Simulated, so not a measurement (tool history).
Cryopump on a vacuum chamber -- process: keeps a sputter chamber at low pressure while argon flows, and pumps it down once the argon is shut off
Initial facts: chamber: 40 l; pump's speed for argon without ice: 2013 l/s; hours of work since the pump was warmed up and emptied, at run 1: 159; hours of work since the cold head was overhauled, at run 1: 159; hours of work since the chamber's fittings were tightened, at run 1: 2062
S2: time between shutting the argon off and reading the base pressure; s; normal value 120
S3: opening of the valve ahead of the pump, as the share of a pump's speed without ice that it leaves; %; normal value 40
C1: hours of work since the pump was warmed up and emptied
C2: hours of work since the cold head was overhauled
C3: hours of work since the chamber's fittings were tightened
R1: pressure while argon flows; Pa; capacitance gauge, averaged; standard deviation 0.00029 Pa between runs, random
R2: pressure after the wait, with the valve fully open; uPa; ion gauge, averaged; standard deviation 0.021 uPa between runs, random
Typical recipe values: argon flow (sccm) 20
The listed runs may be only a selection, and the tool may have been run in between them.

run 1 hour=0 | argon_flow_(sccm)=20 S2=120 S3=40 | C1=159 C2=159 C3=2062 | R1=0.0434 R2=1.36
run 2 hour=56.1 | argon_flow_(sccm)=20 S2=120 S3=40 | C1=186 C2=186 C3=2090 | R1=0.0436 R2=1.39
run 3 hour=116.4 | argon_flow_(sccm)=20 S2=176 S3=40 | C1=216 C2=216 C3=2120 | R1=0.044 R2=1.31
run 4 hour=167.1 | argon_flow_(sccm)=21 S2=120 S3=40 | C1=242 C2=242 C3=2145 | R1=0.0462 R2=1.43
run 5 hour=203.3 | argon_flow_(sccm)=20 S2=120 S3=40 | C1=259 C2=259 C3=2163 | R1=0.0438 R2=1.47
run 6 hour=237.8 | argon_flow_(sccm)=20 S2=120 S3=40 | C1=277 C2=277 C3=2180 | R1=0.0443 R2=1.49
run 7 hour=277.6 | argon_flow_(sccm)=20 S2=120 S3=40 | C1=296 C2=296 C3=2200 | R1=0.0442 R2=1.55
run 8 hour=335.4 | argon_flow_(sccm)=20 S2=120 S3=40 | C1=325 C2=325 C3=2228 | R1=0.0446 R2=1.54
run 9 hour=373.8 | argon_flow_(sccm)=20 S2=120 S3=40 | C1=344 C2=344 C3=2248 | R1=0.0452 R2=1.59
-- hour=392.5 pump warmed up, emptied and cooled again
run 10 hour=435.4 | argon_flow_(sccm)=20 S2=120 S3=40 | C1=21 C2=372 C3=2276 | R1=0.0422 R2=1.36
run 11 hour=462 | argon_flow_(sccm)=20 S2=120 S3=40 | C1=35 C2=385 C3=2289 | R1=0.043 R2=1.42
run 12 hour=504.9 | argon_flow_(sccm)=20 S2=120 S3=40 | C1=56 C2=407 C3=2310 | R1=0.0427 R2=1.43
run 13 hour=565.2 | argon_flow_(sccm)=20 S2=120 S3=40 | C1=86 C2=437 C3=2340 | R1=0.0422 R2=1.43
run 14 hour=607.8 | argon_flow_(sccm)=20 S2=120 S3=40 | C1=107 C2=458 C3=2361 | R1=0.0428 R2=1.48
run 15 hour=655.2 | argon_flow_(sccm)=20 S2=120 S3=40 | C1=131 C2=481 C3=2385 | R1=0.0432 R2=1.49
run 16 hour=683.5 | argon_flow_(sccm)=20 S2=120 S3=40 | C1=145 C2=496 C3=2399 | R1=0.0431 R2=1.5
run 17 hour=743.2 | argon_flow_(sccm)=20 S2=120 S3=40 | C1=174 C2=525 C3=2429 | R1=0.043 R2=1.54
run 18 hour=790.7 | argon_flow_(sccm)=28 S2=120 S3=44 | C1=198 C2=549 C3=2452 | R1=0.0553 R2=1.56
run 19 hour=832.1 | argon_flow_(sccm)=38 S2=120 S3=18 | C1=218 C2=569 C3=2473 | R1=0.1799 R2=1.57
run 20 hour=867.7 | argon_flow_(sccm)=10 S2=22 S3=18 | C1=236 C2=587 C3=2490 | R1=0.0479 R2=2.7
run 21 hour=907.9 | argon_flow_(sccm)=20 S2=166 S3=31 | C1=256 C2=607 C3=2510 | R1=0.0558 R2=1.55
run 22 hour=935.2 | argon_flow_(sccm)=11 S2=89 S3=19 | C1=270 C2=621 C3=2524 | R1=0.0501 R2=1.71
run 23 hour=972.8 | argon_flow_(sccm)=28 S2=84 S3=34 | C1=288 C2=639 C3=2543 | R1=0.0726 R2=1.76
run 24 hour=1026.8 | argon_flow_(sccm)=28 S2=84 S3=34 | C1=315 C2=666 C3=2569 | R1=0.0726 R2=1.77
run 25 hour=1078 | argon_flow_(sccm)=9 S2=29 S3=52 | C1=341 C2=692 C3=2595 | R1=0.0163 R2=2.4
-- hour=1106.4 pump warmed up, emptied and cooled again
run 26 hour=1123.9 | argon_flow_(sccm)=11 S2=29 S3=52 | C1=9 C2=712 C3=2615 | R1=0.0179 R2=2.34
run 27 hour=1151.9 | argon_flow_(sccm)=11 S2=21 S3=20 | C1=23 C2=726 C3=2629 | R1=0.0471 R2=2.74
run 28 hour=1211.4 | argon_flow_(sccm)=18 S2=281 S3=17 | C1=52 C2=755 C3=2659 | R1=0.0888 R2=1.49
run 29 hour=1264.1 | argon_flow_(sccm)=20 S2=120 S3=20 | C1=78 C2=781 C3=2685 | R1=0.085 R2=1.56
run 30 hour=1324.4 | argon_flow_(sccm)=19 S2=120 S3=37 | C1=108 C2=811 C3=2715 | R1=0.0435 R2=1.62
run 31 hour=1355.4 | argon_flow_(sccm)=39 S2=23 S3=36 | C1=124 C2=827 C3=2730 | R1=0.0935 R2=2.71
run 32 hour=1401.8 | argon_flow_(sccm)=17 S2=32 S3=18 | C1=147 C2=850 C3=2753 | R1=0.0801 R2=2.34
run 33 hour=1456.2 | argon_flow_(sccm)=11 S2=47 S3=44 | C1=174 C2=877 C3=2780 | R1=0.0219 R2=2.11

What if the next run were any one of these 5? Each begins from the tool's condition after run 33:
-- hour=1504.1 leaking fittings of the chamber tightened, without venting
run A hour=1517.1 | argon_flow_(sccm)=17 S2=85 S3=15 | C1=203 C2=906 C3=6 | R1=? R2=?
-- hour=1504.1 leaking fittings of the chamber tightened, without venting
run B hour=1517.1 | argon_flow_(sccm)=14 S2=45 S3=51 | C1=203 C2=906 C3=6 | R1=? R2=?
-- hour=1504.1 leaking fittings of the chamber tightened, without venting
run C hour=1517.1 | argon_flow_(sccm)=12 S2=120 S3=40 | C1=203 C2=906 C3=6 | R1=? R2=?
-- hour=1504.1 leaking fittings of the chamber tightened, without venting
run D hour=1517.1 | argon_flow_(sccm)=11 S2=47 S3=16 | C1=203 C2=906 C3=6 | R1=? R2=?
-- hour=1504.1 leaking fittings of the chamber tightened, without venting
run E hour=1517.1 | argon_flow_(sccm)=13 S2=200 S3=22 | C1=203 C2=906 C3=6 | R1=? R2=?

run=A R1=0.0962 R2=0.55
run=B R1=0.0241 R2=0.88
run=C R1=0.0258 R2=0.46
run=D R1=0.0586 R2=0.84
run=E R1=0.0502 R2=0.36
Had the tool no hidden state, the same runs would have come out as:
run=A R1=0.0947 R2=0.49
run=B R1=0.0229 R2=0.82
run=C R1=0.0248 R2=0.4
run=D R1=0.0577 R2=0.79
run=E R1=0.0491 R2=0.3
